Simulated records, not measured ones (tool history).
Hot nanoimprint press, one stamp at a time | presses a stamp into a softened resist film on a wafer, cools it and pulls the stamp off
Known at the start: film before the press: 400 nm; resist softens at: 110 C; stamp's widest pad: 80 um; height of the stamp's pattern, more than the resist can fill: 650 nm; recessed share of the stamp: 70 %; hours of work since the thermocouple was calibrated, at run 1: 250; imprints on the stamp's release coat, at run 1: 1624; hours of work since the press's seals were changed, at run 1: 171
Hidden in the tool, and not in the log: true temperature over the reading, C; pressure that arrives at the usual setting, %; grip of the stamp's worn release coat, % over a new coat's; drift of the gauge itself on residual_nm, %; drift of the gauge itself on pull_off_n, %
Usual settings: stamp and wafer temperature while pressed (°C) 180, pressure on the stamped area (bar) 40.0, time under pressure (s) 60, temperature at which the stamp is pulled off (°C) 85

run	hour	stamp and wafer temperature while pressed (°C)	pressure on the stamped area (bar)	time under pressure (s)	temperature at which the stamp is pulled off (°C)	hours of work since the thermocouple was calibrated	imprints on the stamp's release coat	hours of work since the press's seals were changed	resist left under the stamp's widest pad (Å)	greatest force while the stamp is pulled off (N)
1	0.0	180	40.0	60	85	250	1624	171	1523	205
2	53.8	180	40.0	76	85	292	1812	214	1396	211
# hour 89.2: stamp cleaned and given a new release coat
# hour 100.7: plate thermocouple calibrated
3	102.2	180	40.0	76	85	1	35	246	1413	182
4	126.2	180	40.0	76	85	20	119	265	1408	177
5	158.0	180	40.0	60	85	46	231	291	1560	179
6	189.5	180	51.2	60	85	71	341	316	1384	184
7	223.1	180	51.2	60	85	98	459	343	1382	188
8	262.6	180	51.2	60	85	129	597	374	1388	194
9	301.4	180	40.0	60	85	160	733	405	1587	196
10	347.5	180	40.0	60	85	197	895	442	1580	202
11	385.4	180	40.0	60	85	228	1027	472	1596	202
# hour 419.2: plate thermocouple calibrated, once more
12	429.7	177	40.0	60	85	8	1172	505	1749	202
# hour 441.9: press's hydraulic seals changed and the load cell set to zero
13	486.5	177	40.0	60	85	47	1343	36	1712	201
14	538.3	177	40.0	60	85	89	1525	77	1731	209
15	587.1	180	40.0	35	85	128	1696	116	1883	213
16	629.5	180	40.0	35	85	162	1844	150	1867	218
# hour 658.2: stamp cleaned and given a new release coat
17	671.7	180	40.0	35	85	191	47	179	1894	180
18	705.0	171	31.0	33	86	217	164	205	2950	179
19	734.8	180	27.5	60	84	241	268	229	1834	185
20	762.7	170	40.0	45	85	263	366	252	2588	182
21	818.7	181	48.2	32	85	308	562	296	1753	196
# hour 838.3: plate thermocouple calibrated
22	864.0	180	40.0	59	80	20	710	330	1521	211
23	900.1	180	40.1	60	85	49	837	359	1504	185
24	923.4	180	40.0	78	85	68	919	378	1382	195
25	950.0	179	36.3	60	89	89	1012	399	1688	188
26	1005.6	182	56.1	90	81	134	1207	443	1012	218
27	1052.9	182	24.2	90	81	171	1372	481	1526	225
28	1079.4	178	37.4	90	84	193	1465	502	1500	220
# hour 1097.3: press's hydraulic seals changed and the load cell set to zero
29	1112.9	180	32.7	92	85	213	1555	12	1426	220

5 ways to go on from here, each from the tool as it stands after run 29. What would each give?
A	1164.5	177	56.7	60	92	254	1735	54	?	?
B	1164.5	180	32.7	53	85	254	1735	54	?	?
C	1164.5	172	32.7	31	85	254	1735	54	?	?
D	1164.5	180	32.7	32	85	254	1735	54	?	?
E	1164.5	186	32.7	92	85	254	1735	54	?	?

run	resist left under the stamp's widest pad (Å)	greatest force while the stamp is pulled off (N)
A	1500	188
B	1771	219
C	2828	213
D	2112	215
E	1101	216
Without the tool's hidden state the same runs would have given:
run	resist left under the stamp's widest pad (Å)	greatest force while the stamp is pulled off (N)
A	1446	151
B	1716	176
C	2763	172
D	2052	173
E	1066	174
